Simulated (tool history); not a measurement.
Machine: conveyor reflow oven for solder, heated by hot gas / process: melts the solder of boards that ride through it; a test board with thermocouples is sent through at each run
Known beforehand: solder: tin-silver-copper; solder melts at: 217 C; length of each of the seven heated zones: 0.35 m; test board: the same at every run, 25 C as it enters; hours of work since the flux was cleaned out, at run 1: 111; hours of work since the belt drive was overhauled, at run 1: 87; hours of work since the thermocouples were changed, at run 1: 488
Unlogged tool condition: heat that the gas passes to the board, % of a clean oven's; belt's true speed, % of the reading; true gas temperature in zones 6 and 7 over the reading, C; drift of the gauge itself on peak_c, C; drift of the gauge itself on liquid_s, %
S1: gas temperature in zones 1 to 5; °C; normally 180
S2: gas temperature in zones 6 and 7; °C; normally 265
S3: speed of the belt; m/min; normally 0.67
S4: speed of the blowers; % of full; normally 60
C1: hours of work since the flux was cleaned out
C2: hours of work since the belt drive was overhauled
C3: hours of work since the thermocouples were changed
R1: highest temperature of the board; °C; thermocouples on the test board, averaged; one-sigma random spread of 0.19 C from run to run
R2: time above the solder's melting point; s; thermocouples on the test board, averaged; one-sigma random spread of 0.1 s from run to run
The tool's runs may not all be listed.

run	day	S1	S2	S3	S4	C1	C2	C3	R1	R2
1	0	180	265	0.67	60	111	87	488	244.8	42.6
2	1.208	180	265	0.67	60	127	102	504	244.1	42.5
3	2.667	180	265	0.67	60	146	121	523	244	42.4
# day 4.125: flux residue cleaned out of gas plates and filters
4	4.125	180	265	0.67	60	0	137	539	244.8	43.2
5	4.9	180	259	0.67	60	10	147	549	239.9	39.3
6	6.429	180	259	0.67	60	30	167	569	240.1	39.4
# day 7.354: thermocouples of zones 6 and 7 changed
7	7.621	180	265	0.764	60	44	181	3	242	34.5
8	8.629	180	265	0.764	60	57	194	16	241.9	34.4
9	9.6	180	268	0.67	60	69	207	29	248.8	46.3
# day 9.904: belt drive overhauled, speed set with a stopwatch
10	11.075	180	265	0.67	60	86	15	46	246.3	44.4
11	12.588	180	265	0.67	60	106	35	65	246.4	44.2
12	13.288	180	265	0.67	54	115	44	74	244.7	42.8
13	13.992	180	265	0.67	54	124	53	83	244.9	42.7
14	15.112	180	265	0.67	54	138	67	98	244.7	42.4
15	16.075	180	265	0.67	60	151	80	110	246	44
# day 17.129: flux residue cleaned out of gas plates and filters
# day 17.467: belt drive overhauled, speed set with a stopwatch, once more
16	17.767	180	265	0.67	60	6	4	127	246.2	43.7
17	19.25	183	277	0.67	60	25	23	146	257	51.5
18	20.546	180	265	0.67	52	42	40	163	243.7	41.6
19	21.779	177	265	0.582	60	58	56	179	249.4	53.4
20	22.867	177	265	0.582	60	72	70	193	249.4	53.2
21	23.975	177	265	0.582	60	86	84	207	249.8	53.3
22	24.8	172	268	0.706	64	97	95	218	245.4	38.2
23	25.988	174	268	0.706	83	112	110	233	249	42.6
24	27.425	173	265	0.706	83	131	128	252	246.3	40.3
25	28.112	173	265	0.644	83	139	137	261	249.1	47.1
26	29.471	171	254	0.716	59	157	155	278	231.7	24.8
# day 30.146: flux residue cleaned out of gas plates and filters
27	30.388	178	259	0.67	60	3	164	287	240.4	38.7
28	31.167	178	259	0.67	60	13	174	297	240.5	38.8
29	32.188	177	259	0.658	60	26	187	310	240.2	39.6
30	32.912	190	259	0.626	71	36	196	320	246.1	52.8
31	33.954	165	273	0.682	60	49	210	333	248	40

Same runs, no hidden state in the tool, same run-to-run variation:
run	R1	R2
1	247.1	44.3
2	246.5	44.3
3	246.5	44.3
4	246.6	44.2
5	241.7	40.5
6	242	40.8
7	242.2	34.5
8	242.2	34.5
9	249.2	46.2
10	246.8	44.3
11	247	44.3
12	245.3	42.9
13	245.6	42.8
14	245.4	42.6
15	246.8	44.3
16	246.9	44.2
17	257.8	51.9
18	244.7	42.3
19	250.5	54.1
20	250.6	53.9
21	251.1	54.1
22	246.8	39.2
23	250.6	43.5
24	248	41.3
25	250.8	48.1
26	233.4	26.7
27	241.5	39.4
28	241.6	39.5
29	241.4	40.4
30	247.4	53.3
31	249.4	40.7

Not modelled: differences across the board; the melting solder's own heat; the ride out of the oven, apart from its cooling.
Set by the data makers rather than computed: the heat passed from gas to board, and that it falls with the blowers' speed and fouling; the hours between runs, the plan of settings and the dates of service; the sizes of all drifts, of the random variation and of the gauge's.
